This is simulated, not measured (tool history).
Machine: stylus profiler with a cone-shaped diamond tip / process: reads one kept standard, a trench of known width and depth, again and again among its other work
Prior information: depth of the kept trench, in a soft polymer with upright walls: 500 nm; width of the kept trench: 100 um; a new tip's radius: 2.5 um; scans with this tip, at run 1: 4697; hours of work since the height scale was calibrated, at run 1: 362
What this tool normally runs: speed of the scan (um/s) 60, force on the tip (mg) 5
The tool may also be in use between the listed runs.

run   hour  speed of the scan (um/s)  force on the tip (mg)  scans with this tip  hours of work since the height scale was calibrated  depth of the trench (angstrom)  width of the trench's floor (µm)
  1      0                        60                      5                 4697                                                  362                          5127.3                             95.75
  2   15.3                        60                      5                 4817                                                  371                          5127.3                             95.69
  3   23.9                        60                      5                 4885                                                  377                          5127.8                             95.56
  4   41.1                        60                      5                 5020                                                  387                          5126.7                             95.59
  5   48.3                        60                      5                 5077                                                  391                          5127.4                             95.62
  6   60.9                        60                      5                 5175                                                  399                          5128.2                              95.6
  7   68.4                        60                      5                 5235                                                  403                          5127.1                             95.55
  8   83.1                        60                      5                 5350                                                  412                            5127                             95.58
  9   93.7                        60                   3.28                 5433                                                  419                          5094.6                             95.51
 10  104.1                       215                   3.28                 5515                                                  425                          5093.8                             94.73
 11  114.4                       122                   3.28                 5595                                                  431                          5093.3                              95.1
 12    122                       122                   2.95                 5656                                                  436                          5086.4                             95.08
 13  133.9                       122                    2.2                 5749                                                  443                          5070.2                             94.97
 14  148.1                       122                    2.2                 5860                                                  452                          5070.8                             94.94
 15  155.5                       143                      5                 5919                                                  456                          5125.4                             95.09
 16  172.5                       151                      5                 6052                                                  466                          5125.7                                95
 17  187.9                        60                      5                 6173                                                  476                          5125.3                              95.4
 18  199.3                        60                      5                 6262                                                  483                          5124.6                              95.4
 19  214.8                        23                      5                 6384                                                  492                          5125.4                             95.52
 20  229.2                        60                  11.36                 6497                                                  501                          5222.9                             95.46
 21  246.7                        60                  11.36                 6635                                                  511                          5222.4                              95.4
 22  253.8                        60                  11.36                 6690                                                  516                          5221.7                             95.43
 23  268.1                        78                      5                 6803                                                  524                          5125.1                             95.18
 24    277                        78                      5                 6873                                                  530                          5125.4                             95.18
 25  285.5                        19                   3.63                 6939                                                  535                          5099.6                             95.38
 26  296.9                        19                   3.63                 7029                                                  542                          5099.9                             95.42
 27    312                        19                   1.79                 7147                                                  551                          5060.1                             95.36
 28  321.5                        31                   2.89                 7222                                                  557                          5083.8                             95.36
 29  331.9                        31                   2.89                 7303                                                  563                          5084.1                             95.31
 30  347.8                       124                   3.44                 7428                                                  573                          5095.8                             94.83
 31  363.7                       207                   5.38                 7554                                                  582                          5131.3                             94.61
 32  373.3                        57                   2.74                 7628                                                  588                          5081.1                             95.11
 33    386                        57                   2.74                 7729                                                  596                          5081.1                             95.08
 34  403.7                        57                   2.74                 7868                                                  606                            5080                             95.03
 35  420.3                        57                   2.74                 7998                                                  616                          5079.3                             95.04
 36  434.7                        57                   2.74                 8111                                                  625                          5080.9                             95.01
 37    442                        87                   2.71                 8168                                                  630                          5079.3                             94.79
 38  449.8                        87                   2.71                 8229                                                  634                          5078.9                             94.75
 39  467.2                        87                   2.71                 8366                                                  645                          5080.1                             94.75
 40  480.1                        74                   7.49                 8467                                                  653                          5166.5                             95.04
 41  494.7                        16                   1.98                 8582                                                  662                            5063                             95.14
 42  506.5                       104                   3.11                 8675                                                  669                          5088.5                             94.63
 43  516.3                       104                   3.11                 8752                                                  675                          5088.1                             94.64
 44  528.2                        21                      5                 8845                                                  682                          5123.6                              95.1
 45    543                        31                   7.24                 8962                                                  691                          5159.9                             95.05
 46  552.5                        31                   7.24                 9036                                                  696                          5162.1                             95.05
 47  563.2                        31                   7.24                 9120                                                  703                          5160.5                             95.02

3 ways to go on from here, each from the tool as it stands after run 47. What would each give?
  A  571.1                        15                   7.24                 9182                                                  708                               ?                                 ?
  B  571.1                       172                   3.11                 9182                                                  708                               ?                                 ?
  C  571.1                        71                   7.24                 9182                                                  708                               ?                                 ?

run  depth of the trench (angstrom)  width of the trench's floor (µm)
  A                          5159.9                             95.05
  B                          5087.3                             94.25
  C                            5162                             94.88
The same runs, with their run-to-run variation unchanged, on a tool lacking any hidden condition would have given:
run  depth of the trench (angstrom)  width of the trench's floor (µm)
  A                          5168.6                             96.93
  B                          5095.9                             96.13
  C                          5170.8                             96.76

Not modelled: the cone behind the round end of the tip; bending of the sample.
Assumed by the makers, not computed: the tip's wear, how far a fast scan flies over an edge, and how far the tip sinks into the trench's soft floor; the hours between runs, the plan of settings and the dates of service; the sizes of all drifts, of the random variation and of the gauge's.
